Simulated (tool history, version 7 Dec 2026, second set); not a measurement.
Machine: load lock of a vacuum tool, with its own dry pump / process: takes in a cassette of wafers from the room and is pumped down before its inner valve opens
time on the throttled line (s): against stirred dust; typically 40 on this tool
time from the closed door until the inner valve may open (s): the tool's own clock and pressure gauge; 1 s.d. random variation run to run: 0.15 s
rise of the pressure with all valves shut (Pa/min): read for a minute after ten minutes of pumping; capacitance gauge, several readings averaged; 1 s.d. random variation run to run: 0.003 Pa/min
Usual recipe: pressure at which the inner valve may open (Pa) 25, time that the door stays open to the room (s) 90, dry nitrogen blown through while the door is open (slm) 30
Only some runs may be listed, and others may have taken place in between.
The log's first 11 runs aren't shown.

run	hour	time on the throttled line (s)	pressure at which the inner valve may open (Pa)	time that the door stays open to the room (s)	dry nitrogen blown through while the door is open (slm)	hours that the pump has run since its overhaul	times that the door has closed on its seal	incoming humidity of the room's air, %	time from the closed door until the inner valve may open (s)	rise of the pressure with all valves shut (Pa/min)
12	1260.5	36	25	90	30	4771	22592	45.5	58.4	0.171
13	1398.3	40	25	27	30	4909	23003	46.4	62.1	0.167
14	1520.9	40	25	27	30	5032	23368	46.4	62	0.173
15	1675.4	40	25	90	8	5186	23829	42.8	62.2	0.191
16	1754.8	40	25	90	8	5265	24066	46	62.1	0.206
17	1867.5	40	25	90	8	5378	24402	44.6	61.9	0.198
18	1943.4	40	25	90	8	5454	24628	46.4	62	0.201
19	2077.9	24	33	26	31	5589	25029	43.1	48	0.186
20	2190.8	40	25	90	11	5701	25366	46.9	62.1	0.207
21	2320.8	40	25	154	11	5831	25754	43.6	62.2	0.216
22	2485.4	43	42	64	29	5996	26244	42.4	62.5	0.201
23	2599.2	43	47	64	16	6110	26584	43	62.5	0.206
24	2718.6	43	47	215	24	6229	26940	45.5	62.3	0.23
25	2807.8	43	47	143	7	6318	27206	43.4	62.4	0.236
26	2959.8	43	47	143	7	6470	27659	45.8	62.4	0.242
27	3089.2	49	49	143	7	6600	28045	49.8	67.2	0.25
28	3190.1	40	25	95	21	6701	28346	46.4	62.6	0.226
29	3295.7	60	38	112	38	6806	28661	46.5	77.3	0.227
30	3425.4	60	38	112	38	6936	29047	44.6	77	0.229
31	3515.2	60	23	112	11	7026	29315	44.4	78.7	0.249
32	3595.7	60	23	112	11	7106	29555	46.9	78.6	0.248
33	3722.1	55	25	112	13	7233	29932	41.9	74.3	0.257
34	3839	55	25	112	13	7350	30281	44.3	74.7	0.257
35	3991.6	30	25	31	6	7502	30736	45.3	54.9	0.262
36	4125.4	49	26	224	6	7636	31134	49.2	69.8	0.301

Below are 4 alternative next runs, each starting from the tool's condition after run 36. Predict each:
A	4203.3	63	26	134	23	7714	31367	43.5	?	?
B	4203.3	39	26	90	16	7714	31367	45.6	?	?
C	4203.3	40	35	90	30	7714	31367	45.1	?	?
D	4203.3	49	26	224	42	7714	31367	45.7	?	?

run	time from the closed door until the inner valve may open (s)	rise of the pressure with all valves shut (Pa/min)
A	81.1	0.264
B	61.9	0.266
C	61.2	0.263
D	69.9	0.256
Without the tool's unlogged condition, the same runs would have read:
run	time from the closed door until the inner valve may open (s)	rise of the pressure with all valves shut (Pa/min)
A	79	0.023
B	59.4	0.025
C	58.8	0.021
D	67.6	0.017
